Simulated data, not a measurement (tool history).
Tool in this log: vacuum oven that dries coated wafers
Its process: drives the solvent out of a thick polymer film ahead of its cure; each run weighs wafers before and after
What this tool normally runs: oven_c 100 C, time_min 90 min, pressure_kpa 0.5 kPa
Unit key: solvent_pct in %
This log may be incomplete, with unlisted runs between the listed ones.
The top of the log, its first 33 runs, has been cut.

run	hour	oven_c	time_min	pressure_kpa	solvent_pct
34	2449	86	90	0.878	9.56
35	2497.1	93	90	0.5	6.35
36	2547.5	93	90	0.5	6.27
37	2651.4	93	90	0.5	6.33
38	2723	93	90	0.5	6.29
39	2810	107	113	0.375	0.89
40	2900.9	107	113	0.416	0.93
41	3002.3	107	113	0.416	0.87
42	3084.2	107	113	0.416	0.94
43	3140.4	107	113	0.416	0.92
44	3219.8	102	95	0.5	2.66
45	3306	102	95	0.5	2.69
46	3404.7	97	95	1.524	5
# hour 3444.7: vacuum gauge cleaned of residue and calibrated
47	3476.1	99	144	0.524	1.71

Each row is a separate what-if for the run after 47, all from the same tool condition, not one after another. Results?
A	3552.3	100	81	0.5	?
B	3552.3	100	76	1.286	?
C	3552.3	110	101	0.524	?
D	3552.3	99	90	0.5	?

run	solvent_pct
A	4.18
B	4.99
C	0.85
D	3.95
Take away the tool's hidden state, keep each run's random variation, and the runs would have read:
run	solvent_pct
A	4.16
B	4.97
C	0.85
D	3.94
